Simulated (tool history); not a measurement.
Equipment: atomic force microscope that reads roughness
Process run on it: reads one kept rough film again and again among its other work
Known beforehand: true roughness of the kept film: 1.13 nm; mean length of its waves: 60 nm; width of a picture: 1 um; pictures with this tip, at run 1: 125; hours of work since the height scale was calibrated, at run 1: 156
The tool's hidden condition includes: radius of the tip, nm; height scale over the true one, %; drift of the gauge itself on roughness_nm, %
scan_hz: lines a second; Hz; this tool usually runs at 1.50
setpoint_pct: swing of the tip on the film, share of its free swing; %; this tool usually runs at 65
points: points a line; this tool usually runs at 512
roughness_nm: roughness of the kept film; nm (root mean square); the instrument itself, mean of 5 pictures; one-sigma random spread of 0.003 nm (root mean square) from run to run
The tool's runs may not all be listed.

run,hour,scan_hz,setpoint_pct,points,pictures with this tip,hours of work since the height scale was calibrated,roughness_nm
1,0.0,1.50,65,512,125,156,1.075
2,21.9,1.50,66,512,151,172,1.069
# hour 32.7: new tip fitted
3,45.0,0.64,66,512,15,188,1.096
4,65.2,1.50,68,512,39,203,1.065
5,85.3,1.50,68,512,64,218,1.067
6,101.2,1.50,68,512,83,229,1.066
7,117.1,1.50,68,512,103,241,1.058
8,151.4,1.50,67,851,144,266,1.066
# hour 167.9: new tip fitted
9,186.9,2.76,74,387,23,291,0.998
10,219.1,0.69,74,387,62,315,1.080
11,240.9,0.69,74,589,89,331,1.080
12,265.9,2.74,74,576,120,349,0.996

3 options for the next run, each taken on its own from the tool as it stands now. Forecast them:
A,291.2,1.50,65,872,150,367,?
B,291.2,2.32,69,576,150,367,?
C,291.2,3.45,62,512,150,367,?

run,roughness_nm
A,1.072
B,1.030
C,1.039
Had the tool no hidden state, the same runs would have come out as:
run,roughness_nm
A,1.085
B,1.042
C,1.051
